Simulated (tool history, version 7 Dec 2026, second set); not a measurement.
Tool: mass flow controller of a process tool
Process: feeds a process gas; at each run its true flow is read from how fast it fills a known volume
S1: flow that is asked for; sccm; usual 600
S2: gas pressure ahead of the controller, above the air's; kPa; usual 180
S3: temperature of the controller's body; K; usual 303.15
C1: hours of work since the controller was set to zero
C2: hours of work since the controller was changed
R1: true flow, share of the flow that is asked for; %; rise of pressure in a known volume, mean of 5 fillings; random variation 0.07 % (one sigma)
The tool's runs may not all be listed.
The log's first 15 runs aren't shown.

| run | day | S1 | S2 | S3 | C1 | C2 | R1 |
|---|---|---|---|---|---|---|---|
| 16 | 236.454 | 600 | 180 | 299.15 | 589 | 7015 | 100.47 |
| 17 | 249.946 | 179 | 203 | 293.15 | 811 | 7236 | 99.77 |
| 18 | 260.171 | 179 | 203 | 293.15 | 979 | 7404 | 99.85 |
| 19 | 269.121 | 328 | 203 | 294.15 | 1126 | 7551 | 99.86 |
| 20 | 286.875 | 600 | 184 | 297.15 | 1417 | 7843 | 100.69 |
| 21 | 295.625 | 600 | 256 | 297.15 | 1561 | 7987 | 100.33 |
| 22 | 307.704 | 600 | 246 | 303.15 | 1760 | 8185 | 100.28 |
| 23 | 326.733 | 600 | 246 | 303.15 | 2072 | 8498 | 100.34 |
| 24 | 345.521 | 600 | 146 | 297.15 | 2381 | 8807 | 101.32 |

The next listed run, before its measurement:
| 25 | 361.512 | 360 | 219 | 303.15 | 2644 | 9069 | ? |

R1: 100.39 %
Without the tool's hidden state the same run would have given R1 97.90 %.
